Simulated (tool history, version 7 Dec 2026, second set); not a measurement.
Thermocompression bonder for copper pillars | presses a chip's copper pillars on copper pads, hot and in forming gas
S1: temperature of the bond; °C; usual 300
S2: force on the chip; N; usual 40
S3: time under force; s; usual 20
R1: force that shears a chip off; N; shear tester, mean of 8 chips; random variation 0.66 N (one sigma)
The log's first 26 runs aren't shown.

{"run": 27, "day": 10.654, "S1": 304, "S2": 25, "S3": 22, "R1": 30.1}
{"run": 28, "day": 10.908, "S1": 304, "S2": 25, "S3": 22, "R1": 30.3}
{"run": 29, "day": 11.396, "S1": 300, "S2": 40, "S3": 53, "R1": 52.2}
{"run": 30, "day": 11.825, "S1": 320, "S2": 49, "S3": 12, "R1": 40.9}
{"run": 31, "day": 12.242, "S1": 278, "S2": 58, "S3": 18, "R1": 33.2}
{"run": 32, "day": 12.733, "S1": 291, "S2": 52, "S3": 46, "R1": 50.1}
{"run": 33, "day": 12.996, "S1": 275, "S2": 40, "S3": 20, "R1": 25.3}
{"run": 34, "day": 13.579, "S1": 275, "S2": 40, "S3": 20, "R1": 27.1}
{"run": 35, "day": 14.058, "S1": 275, "S2": 40, "S3": 20, "R1": 26.3}
{"run": 36, "day": 14.646, "S1": 300, "S2": 30, "S3": 38, "R1": 38.4}
{"run": 37, "day": 15.058, "S1": 300, "S2": 42, "S3": 14, "R1": 32.1}
{"run": 38, "day": 15.492, "S1": 300, "S2": 42, "S3": 14, "R1": 31.8}
{"run": 39, "day": 16.038, "S1": 298, "S2": 24, "S3": 13, "R1": 21.5}

3 ways to go on from here, each from the tool as it stands after run 39. What would each give?
{"run": "A", "day": 16.371, "S1": 272, "S2": 30, "S3": 22, "R1": "?"}
{"run": "B", "day": 16.371, "S1": 295, "S2": 32, "S3": 28, "R1": "?"}
{"run": "C", "day": 16.371, "S1": 298, "S2": 46, "S3": 14, "R1": "?"}

run=A R1=21.1
run=B R1=33.9
run=C R1=33.1
Without the tool's hidden state the same runs would have given:
run=A R1=26.5
run=B R1=41.2
run=C R1=40.3

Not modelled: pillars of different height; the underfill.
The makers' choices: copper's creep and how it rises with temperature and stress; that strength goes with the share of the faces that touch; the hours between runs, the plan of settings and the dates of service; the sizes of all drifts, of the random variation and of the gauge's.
